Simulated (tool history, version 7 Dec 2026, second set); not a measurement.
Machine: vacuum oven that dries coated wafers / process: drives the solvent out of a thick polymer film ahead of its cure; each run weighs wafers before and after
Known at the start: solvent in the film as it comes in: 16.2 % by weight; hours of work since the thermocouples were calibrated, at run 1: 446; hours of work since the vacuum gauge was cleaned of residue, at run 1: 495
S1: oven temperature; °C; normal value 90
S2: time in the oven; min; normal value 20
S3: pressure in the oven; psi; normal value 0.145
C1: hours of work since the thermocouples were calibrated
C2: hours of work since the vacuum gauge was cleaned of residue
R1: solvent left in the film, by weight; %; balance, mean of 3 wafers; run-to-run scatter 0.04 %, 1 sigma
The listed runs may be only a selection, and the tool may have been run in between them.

run 1 hour=0.0 | S1=90 S2=20 S3=0.145 | C1=446 C2=495 | R1=2.86
run 2 hour=29.6 | S1=90 S2=20 S3=0.145 | C1=465 C2=514 | R1=2.83
run 3 hour=63.2 | S1=90 S2=20 S3=0.145 | C1=486 C2=535 | R1=2.80
run 4 hour=100.4 | S1=90 S2=20 S3=0.145 | C1=509 C2=558 | R1=2.79
run 5 hour=135.2 | S1=90 S2=20 S3=0.145 | C1=531 C2=580 | R1=2.77
run 6 hour=176.7 | S1=97 S2=18 S3=0.277 | C1=557 C2=606 | R1=2.05
run 7 hour=198.1 | S1=82 S2=15 S3=0.277 | C1=571 C2=620 | R1=6.40
run 8 hour=216.8 | S1=82 S2=15 S3=0.277 | C1=582 C2=631 | R1=6.32
run 9 hour=243.0 | S1=82 S2=15 S3=0.277 | C1=599 C2=648 | R1=6.34
run 10 hour=262.4 | S1=76 S2=27 S3=0.145 | C1=611 C2=660 | R1=5.10

Consider 3 possible next runs. They are alternatives, not a sequence: every one starts from the tool as it was left by run 10. What does each give?
run A hour=301.0 | S1=90 S2=29 S3=0.297 | C1=635 C2=684 | R1=?
run B hour=301.0 | S1=77 S2=22 S3=0.187 | C1=635 C2=684 | R1=?
run C hour=301.0 | S1=77 S2=21 S3=0.186 | C1=635 C2=684 | R1=?

run=A R1=1.86
run=B R1=5.81
run=C R1=6.02
What these runs would have given with no unlogged condition in the tool:
run=A R1=1.94
run=B R1=5.97
run=C R1=6.18

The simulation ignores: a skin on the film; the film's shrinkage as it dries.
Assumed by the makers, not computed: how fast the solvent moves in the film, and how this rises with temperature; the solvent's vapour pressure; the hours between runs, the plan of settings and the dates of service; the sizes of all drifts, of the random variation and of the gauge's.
